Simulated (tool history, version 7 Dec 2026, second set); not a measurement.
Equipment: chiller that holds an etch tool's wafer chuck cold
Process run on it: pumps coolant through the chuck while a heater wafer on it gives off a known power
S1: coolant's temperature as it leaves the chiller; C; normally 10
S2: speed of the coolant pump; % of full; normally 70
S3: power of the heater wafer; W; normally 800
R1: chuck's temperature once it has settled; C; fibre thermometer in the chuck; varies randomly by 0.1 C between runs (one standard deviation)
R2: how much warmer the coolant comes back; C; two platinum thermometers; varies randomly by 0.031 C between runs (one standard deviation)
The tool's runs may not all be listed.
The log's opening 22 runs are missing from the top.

run 23 day=31.325 | S1=20 S2=83 S3=567 | R1=23.6 R2=1.38
run 24 day=32.250 | S1=10 S2=61 S3=489 | R1=14.2 R2=1.66
run 25 day=33.562 | S1=13 S2=70 S3=933 | R1=20.4 R2=2.72
run 26 day=34.421 | S1=9 S2=71 S3=800 | R1=15.1 R2=2.24
run 27 day=35.817 | S1=11 S2=70 S3=1021 | R1=19.1 R2=3.00
run 28 day=37.238 | S1=11 S2=85 S3=1021 | R1=17.6 R2=2.35
run 29 day=38.608 | S1=3 S2=70 S3=765 | R1=9.0 R2=2.29
run 30 day=40.008 | S1=3 S2=64 S3=1129 | R1=12.8 R2=3.65
run 31 day=40.817 | S1=10 S2=61 S3=1023 | R1=19.4 R2=3.43
run 32 day=42.192 | S1=10 S2=60 S3=800 | R1=17.1 R2=2.77

3 ways to go on from here, each from the tool as it stands after run 32. What would each give?
run A day=43.550 | S1=8 S2=84 S3=446 | R1=? R2=?
run B day=43.550 | S1=12 S2=71 S3=800 | R1=? R2=?
run C day=43.550 | S1=10 S2=96 S3=800 | R1=? R2=?

run=A R1=10.6 R2=1.07
run=B R1=18.1 R2=2.28
run=C R1=14.5 R2=1.65
Had the tool no hidden state, the same runs would have come out as:
run=A R1=11.1 R2=1.05
run=B R1=18.4 R2=2.23
run=C R1=14.8 R2=1.61
